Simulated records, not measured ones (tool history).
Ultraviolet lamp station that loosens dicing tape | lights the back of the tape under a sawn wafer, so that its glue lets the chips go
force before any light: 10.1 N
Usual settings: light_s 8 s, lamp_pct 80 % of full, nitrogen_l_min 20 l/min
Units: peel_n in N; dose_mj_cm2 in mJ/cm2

run	hour	light_s	lamp_pct	nitrogen_l_min	peel_n	dose_mj_cm2
1	0	8	80	20	0.383	199
2	21.2	8	90	20	0.312	219
3	60.5	8	90	20	0.344	221
4	97.6	8	90	20	0.337	215
5	138.1	8	76	20	0.473	182
6	157.8	8	80	10	0.806	185
7	196.8	14	80	20	0.214	329
8	224.1	14	80	20	0.214	327
9	253	8	80	20	0.464	184
10	275.7	8	80	20	0.461	185
11	306.9	8	81	20	0.478	182
12	351.9	8	72	20	0.619	161
13	392.6	8	80	14	0.696	178
14	420.9	8	80	13	0.754	176
15	468.3	8	80	13	0.734	168
16	491.4	8	80	26	0.439	172
# hour 523.7: window cleaned of glue's vapour
17	525	8	80	26	0.496	161
18	555.9	8	80	7	1.469	161
19	593	5	80	7	2.966	97
# hour 628.5: window cleaned of glue's vapour, once more
20	629.4	8	80	20	0.48	180
21	664.3	8	89	20	0.401	194
22	694	8	89	20	0.41	194
23	721	11	75	20	0.331	220
24	757.7	11	75	20	0.32	220
25	788.6	11	80	8	0.636	235
26	833.3	8	74	6	1.771	155
27	879.2	8	74	6	1.825	153
28	908	8	74	6	1.812	148
29	942.6	7	80	20	0.814	138
30	969.8	13	80	7	0.585	259
31	994.6	13	80	7	0.56	255
32	1022.1	13	80	7	0.595	256
33	1069.4	13	80	7	0.595	247
34	1103.6	9	91	31	0.32	195
35	1132.6	9	84	19	0.507	178
36	1171	9	84	19	0.554	175
# hour 1204.3: window cleaned of glue's vapour
37	1219.6	11	77	6	1.042	210
38	1261.7	9	93	6	1.063	200
39	1294.2	11	90	18	0.307	230
40	1331.9	10	79	16	0.53	187
41	1363.8	12	81	13	0.438	228

The same runs without the tool's hidden state, with the same run-to-run variation:
The hidden state here: lamp's light, % of a new lamp's; light that the window lets through, % of a clean one's; drift of the gauge itself on peel_n, %; drift of the gauge itself on dose_mj_cm2, %.
run	peel_n	dose_mj_cm2
1	0.32	219
2	0.265	243
3	0.287	247
4	0.276	244
5	0.356	208
6	0.594	214
7	0.203	384
8	0.202	385
9	0.332	218
10	0.323	221
11	0.332	220
12	0.402	197
13	0.435	221
14	0.467	221
15	0.434	215
16	0.278	221
17	0.273	220
18	0.777	222
19	1.872	136
20	0.317	220
21	0.274	241
22	0.271	244
23	0.243	279
24	0.228	283
25	0.37	303
26	1.074	204
27	1.079	204
28	1.059	201
29	0.417	189
30	0.315	358
31	0.294	354
32	0.302	359
33	0.295	352
34	0.218	282
35	0.252	260
36	0.272	259
37	0.515	292
38	0.508	284
39	0.207	332
40	0.264	271
41	0.24	334
